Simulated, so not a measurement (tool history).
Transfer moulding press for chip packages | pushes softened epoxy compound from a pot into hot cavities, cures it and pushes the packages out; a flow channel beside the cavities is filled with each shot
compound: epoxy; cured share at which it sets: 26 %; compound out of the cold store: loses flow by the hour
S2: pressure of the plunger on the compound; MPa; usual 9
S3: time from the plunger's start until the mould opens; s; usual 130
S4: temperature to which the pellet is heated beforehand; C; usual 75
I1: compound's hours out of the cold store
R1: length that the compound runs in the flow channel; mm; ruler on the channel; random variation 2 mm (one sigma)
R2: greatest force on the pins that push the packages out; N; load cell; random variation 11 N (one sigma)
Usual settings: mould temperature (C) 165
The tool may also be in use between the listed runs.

{"run": 1, "hour": 0.0, "mould temperature (C)": 165, "S2": 9, "S3": 130, "S4": 75, "I1": 16.3, "R1": 689, "R2": 556}
{"run": 2, "hour": 9.0, "mould temperature (C)": 165, "S2": 9, "S3": 130, "S4": 75, "I1": 23.3, "R1": 664, "R2": 603}
{"run": 3, "hour": 15.4, "mould temperature (C)": 165, "S2": 9, "S3": 130, "S4": 75, "I1": 45.2, "R1": 593, "R2": 610}
{"run": 4, "hour": 23.7, "mould temperature (C)": 165, "S2": 9, "S3": 130, "S4": 75, "I1": 18.1, "R1": 679, "R2": 690}
{"run": 5, "hour": 33.6, "mould temperature (C)": 165, "S2": 9, "S3": 130, "S4": 75, "I1": 10.6, "R1": 702, "R2": 743}
{"run": 6, "hour": 46.4, "mould temperature (C)": 162, "S2": 9, "S3": 130, "S4": 75, "I1": 16.6, "R1": 693, "R2": 958}
{"hour": 48.8, "done": "cavities cleaned with cleaning compound and waxed"}
{"run": 7, "hour": 59.3, "mould temperature (C)": 165, "S2": 8.68, "S3": 130, "S4": 75, "I1": 9.5, "R1": 690, "R2": 662}
{"run": 8, "hour": 66.3, "mould temperature (C)": 165, "S2": 8.68, "S3": 130, "S4": 75, "I1": 32.1, "R1": 622, "R2": 632}
{"run": 9, "hour": 78.1, "mould temperature (C)": 165, "S2": 9, "S3": 130, "S4": 75, "I1": 31, "R1": 630, "R2": 702}
{"run": 10, "hour": 89.6, "mould temperature (C)": 165, "S2": 9, "S3": 130, "S4": 75, "I1": 27.1, "R1": 640, "R2": 753}
{"hour": 93.3, "done": "plunger's sealing rings changed"}
{"hour": 99.7, "done": "cavities cleaned with cleaning compound and waxed"}
{"run": 11, "hour": 103.1, "mould temperature (C)": 165, "S2": 9, "S3": 130, "S4": 75, "I1": 47.1, "R1": 619, "R2": 537}
{"run": 12, "hour": 114.1, "mould temperature (C)": 157, "S2": 9, "S3": 130, "S4": 75, "I1": 36.4, "R1": 678, "R2": 1153}
{"run": 13, "hour": 119.9, "mould temperature (C)": 157, "S2": 9, "S3": 130, "S4": 75, "I1": 19.4, "R1": 734, "R2": 1326}
{"run": 14, "hour": 131.1, "mould temperature (C)": 160, "S2": 9, "S3": 130, "S4": 75, "I1": 26.8, "R1": 695, "R2": 1059}
{"run": 15, "hour": 145.1, "mould temperature (C)": 160, "S2": 9, "S3": 130, "S4": 75, "I1": 28.3, "R1": 689, "R2": 1107}
{"hour": 147.7, "done": "cavities cleaned with cleaning compound and waxed"}
{"run": 16, "hour": 158.8, "mould temperature (C)": 160, "S2": 9, "S3": 130, "S4": 75, "I1": 11.1, "R1": 748, "R2": 984}
{"run": 17, "hour": 171.9, "mould temperature (C)": 160, "S2": 9, "S3": 130, "S4": 75, "I1": 35.4, "R1": 663, "R2": 1005}
{"run": 18, "hour": 179.9, "mould temperature (C)": 165, "S2": 6.97, "S3": 135, "S4": 83, "I1": 40.4, "R1": 553, "R2": 663}
{"run": 19, "hour": 186.4, "mould temperature (C)": 173, "S2": 7.14, "S3": 141, "S4": 80, "I1": 27.5, "R1": 569, "R2": 551}
{"hour": 196.7, "done": "cavities cleaned with cleaning compound and waxed"}
{"run": 20, "hour": 196.8, "mould temperature (C)": 173, "S2": 7.14, "S3": 141, "S4": 80, "I1": 12.8, "R1": 608, "R2": 420}
{"run": 21, "hour": 203.8, "mould temperature (C)": 165, "S2": 9, "S3": 130, "S4": 83, "I1": 24.7, "R1": 675, "R2": 585}
{"run": 22, "hour": 217.2, "mould temperature (C)": 165, "S2": 9, "S3": 130, "S4": 83, "I1": 29.5, "R1": 659, "R2": 642}
{"run": 23, "hour": 224.9, "mould temperature (C)": 165, "S2": 9, "S3": 130, "S4": 83, "I1": 18.5, "R1": 687, "R2": 713}
{"run": 24, "hour": 239.1, "mould temperature (C)": 162, "S2": 9, "S3": 116, "S4": 80, "I1": 30.7, "R1": 663, "R2": 1104}
{"hour": 245.0, "done": "cavities cleaned with cleaning compound and waxed"}
{"run": 25, "hour": 252.8, "mould temperature (C)": 171, "S2": 8.16, "S3": 157, "S4": 84, "I1": 30.1, "R1": 601, "R2": 434}
{"run": 26, "hour": 262.0, "mould temperature (C)": 171, "S2": 8.16, "S3": 157, "S4": 84, "I1": 47, "R1": 554, "R2": 468}
{"run": 27, "hour": 271.3, "mould temperature (C)": 171, "S2": 9.88, "S3": 157, "S4": 81, "I1": 29.6, "R1": 661, "R2": 509}
{"run": 28, "hour": 279.8, "mould temperature (C)": 165, "S2": 9.45, "S3": 130, "S4": 75, "I1": 24.7, "R1": 679, "R2": 708}

Forecast each of these 4 alternatives for the next run:
{"run": "A", "hour": 290.3, "mould temperature (C)": 160, "S2": 9.45, "S3": 130, "S4": 71, "I1": 26, "R1": "?", "R2": "?"}
{"run": "B", "hour": 290.3, "mould temperature (C)": 157, "S2": 7.02, "S3": 130, "S4": 70, "I1": 8.7, "R1": "?", "R2": "?"}
{"run": "C", "hour": 290.3, "mould temperature (C)": 165, "S2": 9, "S3": 157, "S4": 75, "I1": 42.7, "R1": "?", "R2": "?"}
{"run": "D", "hour": 290.3, "mould temperature (C)": 165, "S2": 9, "S3": 138, "S4": 75, "I1": 38.4, "R1": "?", "R2": "?"}

run=A R1=695 R2=1076
run=B R1=669 R2=1555
run=C R1=609 R2=594
run=D R1=626 R2=664
Without the tool's hidden state the same runs would have given:
run=A R1=721 R2=783
run=B R1=693 R2=1130
run=C R1=631 R2=430
run=D R1=649 R2=482
